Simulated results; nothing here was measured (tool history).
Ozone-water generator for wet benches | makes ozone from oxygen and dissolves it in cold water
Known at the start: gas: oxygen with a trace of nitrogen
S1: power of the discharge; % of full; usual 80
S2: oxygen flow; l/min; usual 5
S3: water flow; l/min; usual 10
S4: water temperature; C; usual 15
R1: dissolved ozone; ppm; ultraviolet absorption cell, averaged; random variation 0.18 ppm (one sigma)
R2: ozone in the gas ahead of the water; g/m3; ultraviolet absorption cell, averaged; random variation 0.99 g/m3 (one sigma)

run	hour	S1	S2	S3	S4	R1	R2
1	0	80	5	10	15	24.7	169.2
2	41.1	80	5	10	15	24.7	168.6
3	61.6	80	5	10	11	26.2	168.8
4	84.5	80	5	10	15	24.5	169.4
5	104.3	80	5	10	15	24.9	168
6	128.5	80	5	10	15	24.6	168.7
7	158.6	80	5	14	15	20	167.6
8	177.3	80	7.61	10	15	25	147.3
9	198.9	80	7.61	10	15	25.2	149.6
10	228.2	83	7.61	10	15	25.9	152.1
11	264.5	83	7.61	10	15	25.9	151.4
12	292.1	83	3.69	7	13	31.1	192.5
13	309.7	83	3.69	7	13	31.2	189.6
14	333.5	83	3.69	16	17	16.8	189.6
15	371.1	99	3.91	10	15	28.4	218.7
16	402.1	73	3.52	14	21	15.3	173.2
17	430.8	90	5	10	11	29.3	184.8
18	452.5	90	5	11	12	27.1	184.2
19	473	53	2.92	8	12	19	137.5

5 ways to go on from here, each from the tool as it stands after run 19. What would each give?
A	503.1	80	5	8	8	?	?
B	503.1	80	5	13	15	?	?
C	503.1	80	5	10	11	?	?
D	503.1	72	6.67	10	15	?	?
E	503.1	80	3.66	10	15	?	?

run	R1	R2
A	32.1	167.2
B	20.7	167.9
C	26.2	168.3
D	22.6	138.3
E	23.6	182.7
Without the tool's hidden state the same runs would have given:
run	R1	R2
A	33.7	170.9
B	21.8	171.6
C	27.5	172
D	23.7	141.1
E	24.8	186.8
